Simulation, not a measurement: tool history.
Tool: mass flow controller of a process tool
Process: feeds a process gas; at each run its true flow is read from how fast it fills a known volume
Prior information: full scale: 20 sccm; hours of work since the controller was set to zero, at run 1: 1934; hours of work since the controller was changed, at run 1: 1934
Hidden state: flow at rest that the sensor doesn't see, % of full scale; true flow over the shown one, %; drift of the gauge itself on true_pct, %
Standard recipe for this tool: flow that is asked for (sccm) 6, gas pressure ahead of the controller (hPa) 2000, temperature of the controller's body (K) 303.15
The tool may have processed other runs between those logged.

| run | day | flow that is asked for (sccm) | gas pressure ahead of the controller (hPa) | temperature of the controller's body (K) | hours of work since the controller was set to zero | hours of work since the controller was changed | true flow (%) |
|---|---|---|---|---|---|---|---|
| 1 | 0.000 | 6 | 2000 | 303.15 | 1934 | 1934 | 99.27 |
| 2 | 1.462 | 6 | 2000 | 303.15 | 1956 | 1956 | 99.20 |
| 3 | 3.650 | 3 | 2000 | 303.15 | 1989 | 1989 | 99.15 |
| 4 | 5.462 | 3 | 2000 | 312.15 | 2016 | 2016 | 98.21 |
| 5 | 7.367 | 3 | 2000 | 312.15 | 2045 | 2045 | 98.21 |
| 6 | 9.917 | 6 | 2000 | 303.15 | 2084 | 2084 | 99.40 |
| 7 | 12.946 | 6 | 2000 | 303.15 | 2129 | 2129 | 99.34 |
| 8 | 16.208 | 3 | 2000 | 303.15 | 2179 | 2179 | 99.31 |
| 9 | 18.104 | 3 | 2000 | 303.15 | 2207 | 2207 | 99.38 |
| 10 | 21.292 | 3 | 2000 | 303.15 | 2255 | 2255 | 99.39 |
| 11 | 23.283 | 3 | 2000 | 303.15 | 2285 | 2285 | 99.42 |
| 12 | 25.112 | 3 | 2000 | 303.15 | 2313 | 2313 | 99.43 |
| 13 | 28.229 | 3 | 2000 | 303.15 | 2360 | 2360 | 99.43 |
| 14 | 31.538 | 3 | 2000 | 303.15 | 2410 | 2410 | 99.42 |
| 15 | 33.888 | 3 | 2000 | 303.15 | 2446 | 2446 | 99.47 |
| 16 | 35.825 | 3 | 2000 | 303.15 | 2475 | 2475 | 99.53 |
| 17 | 38.417 | 6 | 1890 | 303.15 | 2514 | 2514 | 99.54 |
| 18 | 41.817 | 15 | 1800 | 306.15 | 2565 | 2565 | 99.68 |
| 19 | 43.950 | 17 | 2000 | 303.15 | 2597 | 2597 | 99.70 |
| 20 | 45.904 | 17 | 2270 | 303.15 | 2627 | 2627 | 99.55 |
| 21 | 48.550 | 4 | 2000 | 303.15 | 2667 | 2667 | 99.60 |
| 22 | 51.917 | 4 | 2000 | 303.15 | 2718 | 2718 | 99.72 |
| 23 | 53.533 | 4 | 2000 | 303.15 | 2742 | 2742 | 99.55 |
| 24 | 56.675 | 2 | 1550 | 298.15 | 2790 | 2790 | 100.50 |
| 25 | 59.304 | 9 | 2000 | 303.15 | 2829 | 2829 | 99.79 |
| 26 | 61.429 | 2 | 1670 | 296.15 | 2861 | 2861 | 100.69 |
| 27 | 63.646 | 14 | 1620 | 300.15 | 2895 | 2895 | 100.32 |
| 28 | 67.054 | 15 | 1620 | 300.15 | 2946 | 2946 | 100.40 |
| 29 | 69.804 | 8 | 2510 | 297.15 | 2988 | 2988 | 100.23 |
| 30 | 71.383 | 6 | 2780 | 310.15 | 3012 | 3012 | 98.72 |
| 31 | 73.138 | 6 | 2780 | 310.15 | 3038 | 3038 | 98.62 |
| 32 | 74.904 | 6 | 2780 | 310.15 | 3065 | 3065 | 98.69 |
| 33 | 77.950 | 8 | 2000 | 297.15 | 3111 | 3111 | 100.60 |
| 34 | 80.462 | 8 | 2000 | 297.15 | 3149 | 3149 | 100.53 |

Selected run-to-run steps in true flow (%), each split into two signed amounts: the part the tool would show with no hidden state at all (from settings, incoming material and random variation), and the remainder, which goes to the hidden state together with any gauge scatter not common to the measured and the hidden-state-free results:
Run 5 -> 6: flow that is asked for (sccm) 3 -> 6, temperature of the controller's body (K) 312.15 -> 303.15. true flow (%) +1.19: hidden state +0.01, all else +1.18.
Run 7 -> 8: flow that is asked for (sccm) 6 -> 3. true flow (%) -0.03: hidden state +0.04, all else -0.07.
Run 23 -> 24: flow that is asked for (sccm) 4 -> 2, gas pressure ahead of the controller (hPa) 2000 -> 1550, temperature of the controller's body (K) 303.15 -> 298.15. true flow (%) +0.95: hidden state +0.04, all else +0.91.
Run 25 -> 26: flow that is asked for (sccm) 9 -> 2, gas pressure ahead of the controller (hPa) 2000 -> 1670, temperature of the controller's body (K) 303.15 -> 296.15. true flow (%) +0.90: hidden state +0.06, all else +0.84.
Run 29 -> 30: flow that is asked for (sccm) 8 -> 6, gas pressure ahead of the controller (hPa) 2510 -> 2780, temperature of the controller's body (K) 297.15 -> 310.15. true flow (%) -1.51: hidden state +0.02, all else -1.53.
Run 32 -> 33: flow that is asked for (sccm) 6 -> 8, gas pressure ahead of the controller (hPa) 2780 -> 2000, temperature of the controller's body (K) 310.15 -> 297.15. true flow (%) +1.91: hidden state +0.02, all else +1.89.
